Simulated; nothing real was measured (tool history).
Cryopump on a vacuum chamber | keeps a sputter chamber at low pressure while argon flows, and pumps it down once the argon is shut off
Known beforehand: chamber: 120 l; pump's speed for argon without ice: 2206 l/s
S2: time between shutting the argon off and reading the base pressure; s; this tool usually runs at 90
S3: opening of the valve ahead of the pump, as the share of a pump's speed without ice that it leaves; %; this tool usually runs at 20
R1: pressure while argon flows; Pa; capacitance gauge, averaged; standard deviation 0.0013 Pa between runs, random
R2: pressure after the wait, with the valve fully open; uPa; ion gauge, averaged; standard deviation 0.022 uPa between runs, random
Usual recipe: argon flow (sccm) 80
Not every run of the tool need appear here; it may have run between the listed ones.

Run 1, hour 0: usual settings. Result: R1 0.3184 Pa, R2 0.84 uPa.
Run 2, hour 22.5: usual settings. Result: R1 0.3154 Pa, R2 0.84 uPa.
Run 3, hour 46.2: usual settings. Result: R1 0.3164 Pa, R2 0.89 uPa.
Run 4, hour 67: usual settings. Result: R1 0.3191 Pa, R2 0.88 uPa.
Run 5, hour 80.5: usual settings. Result: R1 0.3194 Pa, R2 0.91 uPa.
Run 6, hour 93.9: usual settings. Result: R1 0.3189 Pa, R2 0.91 uPa.
Run 7, hour 122.7: usual settings but argon flow (sccm) 61. Result: R1 0.2446 Pa, R2 0.92 uPa.
At hour 130.2: pump warmed up, emptied and cooled again.
Run 8, hour 150.2: usual settings but S3 41 %. Result: R1 0.1494 Pa, R2 0.88 uPa.
Run 9, hour 177.8: usual settings but S3 41 %. Result: R1 0.1502 Pa, R2 0.85 uPa.
Run 10, hour 199.9: usual settings but S3 21 %. Result: R1 0.2941 Pa, R2 0.87 uPa.
Run 11, hour 213.2: usual settings but S3 21 %. Result: R1 0.2964 Pa, R2 0.87 uPa.
Run 12, hour 232.9: usual settings but S3 21 %. Result: R1 0.2953 Pa, R2 0.9 uPa.
Run 13, hour 251: usual settings but S2 79 s. Result: R1 0.3126 Pa, R2 0.98 uPa.
Run 14, hour 281.9: usual settings but S2 79 s. Result: R1 0.3116 Pa, R2 0.99 uPa.
Run 15, hour 297.9: usual settings but S2 79 s. Result: R1 0.3114 Pa, R2 1 uPa.
Run 16, hour 327.6: usual settings but argon flow (sccm) 81, S2 79 s. Result: R1 0.3194 Pa, R2 1.04 uPa.
Run 17, hour 357.3: usual settings. Result: R1 0.3135 Pa, R2 0.95 uPa.
Run 18, hour 377.3: usual settings. Result: R1 0.3155 Pa, R2 0.99 uPa.
Run 19, hour 393.3: usual settings but argon flow (sccm) 110. Result: R1 0.4322 Pa, R2 0.96 uPa.
Run 20, hour 406.2: usual settings but S2 26 s, S3 50 %. Result: R1 0.1323 Pa, R2 2.26 uPa.
Run 21, hour 426.2: usual settings but argon flow (sccm) 43, S2 24 s, S3 26 %. Result: R1 0.1314 Pa, R2 2.37 uPa.
Run 22, hour 453.7: usual settings but argon flow (sccm) 70, S2 276 s. Result: R1 0.2789 Pa, R2 0.72 uPa.
Run 23, hour 469.7: usual settings but argon flow (sccm) 70, S2 276 s. Result: R1 0.2787 Pa, R2 0.67 uPa.
Run 24, hour 485.3: usual settings but argon flow (sccm) 136, S2 198 s, S3 16 %. Result: R1 0.6733 Pa, R2 0.75 uPa.
Run 25, hour 505.6: usual settings but argon flow (sccm) 64. Result: R1 0.2555 Pa, R2 1.1 uPa.
Run 26, hour 533.2: usual settings but argon flow (sccm) 36, S2 20 s, S3 35 %. Result: R1 0.0849 Pa, R2 2.79 uPa.
Run 27, hour 551.8: usual settings but argon flow (sccm) 36, S2 20 s, S3 35 %. Result: R1 0.0855 Pa, R2 2.73 uPa.
At hour 558.2: pump warmed up, emptied and cooled again.
Run 28, hour 584: usual settings but argon flow (sccm) 76, S2 109 s. Result: R1 0.291 Pa, R2 0.87 uPa.
Run 29, hour 606.6: usual settings but argon flow (sccm) 33, S2 38 s, S3 28 %. Result: R1 0.0919 Pa, R2 1.71 uPa.
Run 30, hour 623.1: usual settings but argon flow (sccm) 64, S3 25 %. Result: R1 0.1987 Pa, R2 0.97 uPa.
Run 31, hour 654.4: usual settings but S2 38 s, S3 38 %. Result: R1 0.1648 Pa, R2 1.75 uPa.
Run 32, hour 682.5: usual settings but S3 22 %. Result: R1 0.2812 Pa, R2 1.04 uPa.
Run 33, hour 713.8: usual settings but S3 22 %. Result: R1 0.2821 Pa, R2 1.05 uPa.
Run 34, hour 738.6: usual settings but argon flow (sccm) 135. Result: R1 0.5275 Pa, R2 1.12 uPa.
Run 35, hour 755.3: usual settings but argon flow (sccm) 135, S3 28 %. Result: R1 0.3815 Pa, R2 1.1 uPa.

Predict each of these 3 candidate next runs independently; none follows another, all start after run 35:
Run A, hour 768.9: usual settings but argon flow (sccm) 145, S2 76 s, S3 57 %. Result: R1 ?, R2 ?.
Run B, hour 768.9: usual settings but argon flow (sccm) 63, S3 43 %. Result: R1 ?, R2 ?.
Run C, hour 768.9: usual settings but argon flow (sccm) 135, S2 245 s, S3 28 %. Result: R1 ?, R2 ?.

run      R1    R2
  A   0.209  1.17
  B  0.1181   1.1
  C  0.3818  0.83
Stripped of hidden state, with their random variation kept, the same runs would have yielded:
run      R1    R2
  A  0.1951   0.7
  B  0.1121  0.62
  C  0.3689  0.34

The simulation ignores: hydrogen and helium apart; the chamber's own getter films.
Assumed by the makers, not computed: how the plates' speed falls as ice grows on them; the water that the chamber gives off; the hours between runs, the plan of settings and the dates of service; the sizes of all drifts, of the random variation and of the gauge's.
